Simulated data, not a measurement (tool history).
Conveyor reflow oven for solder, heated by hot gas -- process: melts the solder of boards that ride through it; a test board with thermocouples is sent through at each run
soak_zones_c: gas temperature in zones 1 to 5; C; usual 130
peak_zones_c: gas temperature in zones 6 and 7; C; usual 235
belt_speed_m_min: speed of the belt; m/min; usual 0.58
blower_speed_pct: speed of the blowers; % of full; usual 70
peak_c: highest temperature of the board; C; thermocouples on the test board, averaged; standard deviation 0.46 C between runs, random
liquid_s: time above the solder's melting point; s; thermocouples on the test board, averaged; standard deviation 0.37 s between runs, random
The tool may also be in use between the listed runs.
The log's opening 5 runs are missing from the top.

run	hour	soak_zones_c	peak_zones_c	belt_speed_m_min	blower_speed_pct	peak_c	liquid_s
6	141.5	139	227	0.58	70	202.2	35.1
7	172.2	139	227	0.521	70	206.4	42.8
# hour 177.5: thermocouples of zones 6 and 7 changed
8	203.2	130	235	0.477	70	216.5	53.8
9	242.2	130	235	0.477	70	216.8	54.5
10	280.1	130	235	0.58	70	208.4	37.3
# hour 321.5: flux residue cleaned out of gas plates and filters, once more
11	321.5	130	235	0.58	70	217.1	44.8
12	345.4	130	235	0.58	70	216.3	44.9
13	380.1	130	235	0.58	70	215.9	44.4
14	400.2	130	235	0.58	70	215.8	44.8
15	429.9	130	235	0.58	70	215.9	43.9
16	467.5	130	235	0.58	53	210.3	39.6
17	500.5	130	235	0.58	53	210.7	39.3
18	538	130	235	0.58	72	216.2	43.8
19	573.4	130	235	0.58	72	214.3	42.7
20	608.9	119	247	0.58	85	227.3	48.3
21	646.1	116	228	0.503	57	206.6	39.8
22	667.2	116	228	0.503	57	207.6	39.9
23	685.6	142	242	0.697	74	216.7	39
24	713.5	116	242	0.603	74	217.3	39
25	743.6	116	242	0.603	82	218.9	40.6
26	759.8	123	224	0.664	82	201.5	25.4
27	797.1	123	224	0.664	82	200.3	25
28	827.4	123	224	0.664	82	200.6	24.8
29	847.9	123	241	0.555	82	221.3	48.4
30	865.5	130	229	0.58	58	204.6	34.6

Forecast each of these 5 alternatives for the next run:
A	899.1	133	235	0.58	70	?	?
B	899.1	130	235	0.5	52	?	?
C	899.1	130	235	0.506	50	?	?
D	899.1	144	229	0.572	70	?	?
E	899.1	126	238	0.58	75	?	?

run	peak_c	liquid_s
A	212.9	42.9
B	212.9	48.9
C	211.4	46.8
D	210.8	46
E	215.6	42.8
Stripped of hidden state, with their random variation kept, the same runs would have yielded:
run	peak_c	liquid_s
A	217.1	45.1
B	216.5	51
C	215	49
D	214.7	48.2
E	220.1	45.1
